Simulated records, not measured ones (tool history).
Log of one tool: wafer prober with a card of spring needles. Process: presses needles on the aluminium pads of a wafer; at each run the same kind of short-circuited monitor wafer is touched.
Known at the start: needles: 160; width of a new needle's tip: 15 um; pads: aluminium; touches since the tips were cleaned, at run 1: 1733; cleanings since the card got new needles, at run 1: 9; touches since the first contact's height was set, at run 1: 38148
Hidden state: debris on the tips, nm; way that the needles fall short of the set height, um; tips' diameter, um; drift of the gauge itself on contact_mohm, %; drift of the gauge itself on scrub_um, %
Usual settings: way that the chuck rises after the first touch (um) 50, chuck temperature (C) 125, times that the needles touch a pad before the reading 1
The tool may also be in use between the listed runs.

run	day	way that the chuck rises after the first touch (um)	chuck temperature (C)	times that the needles touch a pad before the reading	touches since the tips were cleaned	cleanings since the card got new needles	touches since the first contact's height was set	resistance of one needle with its contact and lead (mohm)	way that a needle slides on the pad (um)
1	0	50	125	1	1733	9	38148	312	6.57
# day 0.338: tips cleaned on abrasive film
# day 0.783: tips cleaned on abrasive film
# day 1.346: tips cleaned on abrasive film
# day 1.904: tips cleaned on abrasive film
# day 2.35: tips cleaned on abrasive film
# day 2.8: tips cleaned on abrasive film
2	2.908	50	125	1	968	15	63879	303	6.67
# day 3.354: tips cleaned on abrasive film
# day 3.804: tips cleaned on abrasive film
# day 4.25: tips cleaned on abrasive film
3	4.488	50	125	1	2101	18	77866	315	6.45
# day 4.712: tips cleaned on abrasive film
# day 5.158: tips cleaned on abrasive film
# day 5.717: tips cleaned on abrasive film
# day 6.167: tips cleaned on abrasive film
# day 6.612: tips cleaned on abrasive film
# day 7.062: tips cleaned on abrasive film
4	7.283	50	125	1	1985	24	102632	320	6.42
# day 7.612: tips cleaned on abrasive film
# day 8.171: tips cleaned on abrasive film
# day 8.733: tips cleaned on abrasive film
5	8.971	50	125	1	2148	27	117585	315	6.54
# day 9.2: tips cleaned on abrasive film
# day 9.646: tips cleaned on abrasive film
# day 10.096: tips cleaned on abrasive film
# day 10.654: tips cleaned on abrasive film
# day 11.1: tips cleaned on abrasive film
6	11.158	50	125	1	523	32	136929	298	6.43
# day 11.608: tips cleaned on abrasive film
# day 12.054: tips cleaned on abrasive film
# day 12.612: tips cleaned on abrasive film
# day 13.062: tips cleaned on abrasive film
7	13.388	50	125	1	2896	36	156662	325	6.43
# day 13.612: tips cleaned on abrasive film
# day 14.058: tips cleaned on abrasive film
# day 14.508: tips cleaned on abrasive film
# day 14.954: tips cleaned on abrasive film
# day 15.517: tips cleaned on abrasive film
# day 16.075: tips cleaned on abrasive film
8	16.188	50	125	1	1001	42	181434	306	6.28
# day 16.625: tips cleaned on abrasive film
# day 17.183: tips cleaned on abrasive film
# day 17.742: tips cleaned on abrasive film
9	17.967	50	125	1	1989	45	197210	320	6.28
# day 18.296: tips cleaned on abrasive film
# day 18.742: tips cleaned on abrasive film
# day 18.867: height of the first contact set anew
# day 19.204: tips cleaned on abrasive film
# day 19.65: tips cleaned on abrasive film
# day 20.1: tips cleaned on abrasive film
# day 20.546: tips cleaned on abrasive film
10	20.892	38	125	1	3093	51	17950	352	5.16
# day 21.008: tips cleaned on abrasive film
# day 21.458: tips cleaned on abrasive film
# day 22.017: tips cleaned on abrasive film
# day 22.462: tips cleaned on abrasive film
11	22.658	38	125	1	1756	55	33577	332	5.06
# day 22.996: tips cleaned on abrasive film
# day 23.446: tips cleaned on abrasive film
# day 23.892: tips cleaned on abrasive film
# day 24.45: tips cleaned on abrasive film
# day 25.008: tips cleaned on abrasive film
12	25.3	37	56	1	2604	60	56981	339	4.89
# day 25.529: tips cleaned on abrasive film
# day 25.975: tips cleaned on abrasive film
# day 26.425: tips cleaned on abrasive film
# day 26.983: tips cleaned on abrasive film
# day 27.542: tips cleaned on abrasive film
13	27.908	37	56	1	3273	65	80065	347	4.85
# day 28.025: tips cleaned on abrasive film
# day 28.471: tips cleaned on abrasive film
# day 28.921: tips cleaned on abrasive film
14	29.35	50	100	2	3848	68	92825	306	6.47
# day 29.467: tips cleaned on abrasive film
# day 29.912: tips cleaned on abrasive film
# day 30.362: tips cleaned on abrasive film
15	30.658	50	100	2	2648	71	104387	302	6.53
# day 30.883: tips cleaned on abrasive film
# day 31.442: tips cleaned on abrasive film
# day 32: tips cleaned on abrasive film
16	32.012	62	125	1	108	74	116380	287	7.96
# day 32.458: tips cleaned on abrasive film
# day 32.908: tips cleaned on abrasive film
# day 33.358: tips cleaned on abrasive film
# day 33.917: tips cleaned on abrasive film
17	34.142	50	41	1	2030	78	135244	298	6.31
# day 34.367: tips cleaned on abrasive film
# day 34.817: tips cleaned on abrasive film
# day 35.262: tips cleaned on abrasive film
# day 35.712: tips cleaned on abrasive film
18	36.017	50	41	1	2707	82	151819	310	6.31
# day 36.242: tips cleaned on abrasive film
# day 36.688: tips cleaned on abrasive film
# day 37.25: tips cleaned on abrasive film
# day 37.696: tips cleaned on abrasive film
# day 38.146: tips cleaned on abrasive film
# day 38.704: tips cleaned on abrasive film
19	38.829	36	61	1	1138	88	176729	326	4.48
# day 39.167: tips cleaned on abrasive film
# day 39.725: tips cleaned on abrasive film
# day 40.175: tips cleaned on abrasive film
20	40.612	48	79	3	3898	91	192519	296	5.99
# day 40.725: tips cleaned on abrasive film
# day 41.175: tips cleaned on abrasive film
# day 41.621: tips cleaned on abrasive film
21	41.879	48	79	3	2278	94	203712	288	5.95
# day 42: height of the first contact set anew
# day 42.117: tips cleaned on abrasive film
# day 42.675: tips cleaned on abrasive film
# day 43.121: tips cleaned on abrasive film
# day 43.571: tips cleaned on abrasive film
22	43.625	53	116	2	485	98	14352	287	7.12

3 ways to go on from here, each from the tool as it stands after run 22. What would each give?
# day 44.071: tips cleaned on abrasive film
# day 44.521: tips cleaned on abrasive film
# day 44.967: tips cleaned on abrasive film
# day 45.417: tips cleaned on abrasive film
# day 45.862: tips cleaned on abrasive film
# day 46.312: tips cleaned on abrasive film
A	46.388	59	116	2	656	104	38779	?	?
# day 44.071: tips cleaned on abrasive film
# day 44.521: tips cleaned on abrasive film
# day 44.967: tips cleaned on abrasive film
# day 45.417: tips cleaned on abrasive film
# day 45.862: tips cleaned on abrasive film
# day 46.312: tips cleaned on abrasive film
B	46.388	33	27	1	656	104	38779	?	?
# day 44.071: tips cleaned on abrasive film
# day 44.521: tips cleaned on abrasive film
# day 44.967: tips cleaned on abrasive film
# day 45.417: tips cleaned on abrasive film
# day 45.862: tips cleaned on abrasive film
# day 46.312: tips cleaned on abrasive film
C	46.388	40	107	3	656	104	38779	?	?

run	resistance of one needle with its contact and lead (mohm)	way that a needle slides on the pad (um)
A	287	7.88
B	317	4.36
C	290	5.23
Without the tool's hidden state the same runs would have given:
run	resistance of one needle with its contact and lead (mohm)	way that a needle slides on the pad (um)
A	276	7.98
B	263	4.46
C	276	5.33

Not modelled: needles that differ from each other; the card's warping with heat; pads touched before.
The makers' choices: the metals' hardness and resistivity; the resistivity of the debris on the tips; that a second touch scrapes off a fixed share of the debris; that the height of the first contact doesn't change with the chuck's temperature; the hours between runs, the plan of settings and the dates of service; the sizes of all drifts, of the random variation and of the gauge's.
